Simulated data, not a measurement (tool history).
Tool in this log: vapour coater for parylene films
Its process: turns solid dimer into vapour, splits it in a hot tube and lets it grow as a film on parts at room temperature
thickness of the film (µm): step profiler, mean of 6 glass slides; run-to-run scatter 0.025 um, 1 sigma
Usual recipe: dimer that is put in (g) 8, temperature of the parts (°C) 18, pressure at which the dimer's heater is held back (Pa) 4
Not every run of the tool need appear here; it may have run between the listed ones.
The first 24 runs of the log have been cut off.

run,hour,dimer that is put in (g),temperature of the parts (°C),pressure at which the dimer's heater is held back (Pa),thickness of the film (µm)
25,466.8,4,18,2.3,0.97
26,481.6,6,13,11.29,1.63
27,493.7,8,18,2.17,1.93
28,505.7,10,15,5.16,2.55
29,527.4,10,15,5.16,2.62
30,548,10,15,5.16,2.64
31,570.3,10,15,5.16,2.7
32,585.3,11,10,4,3.71
33,607.5,6,16,4.14,1.54
34,627.2,5,26,2.91,0.81
35,653.6,5,26,2.91,0.79
36,665.1,11,12,5.97,3.29
37,690.2,5,17,2.06,1.29
38,701.3,5,15,2.06,1.4
39,724.6,9,16,4.2,2.3
40,750.1,9,16,4.2,2.34
41,770,8,16,2.06,2.14
42,785.1,9,16,2.06,2.43
43,805,9,16,2.06,2.35
44,819.3,9,16,2.06,2.39
45,844.7,9,14,4,2.56
# hour 862.1: trap's valve overhauled
46,867.9,8,12,4,2.49

Here are 5 independent what-if runs from the current tool condition. What would each one return?
A,887.7,8,12,3.14,?
B,887.7,9,19,9.48,?
C,887.7,5,12,4,?
D,887.7,3,28,2.06,?
E,887.7,8,12,4.85,?

run,thickness of the film (µm)
A,2.45
B,1.9
C,1.52
D,0.5
E,2.45
With no hidden state in the tool, these same runs would have given:
run,thickness of the film (µm)
A,2.45
B,1.9
C,1.53
D,0.5
E,2.45
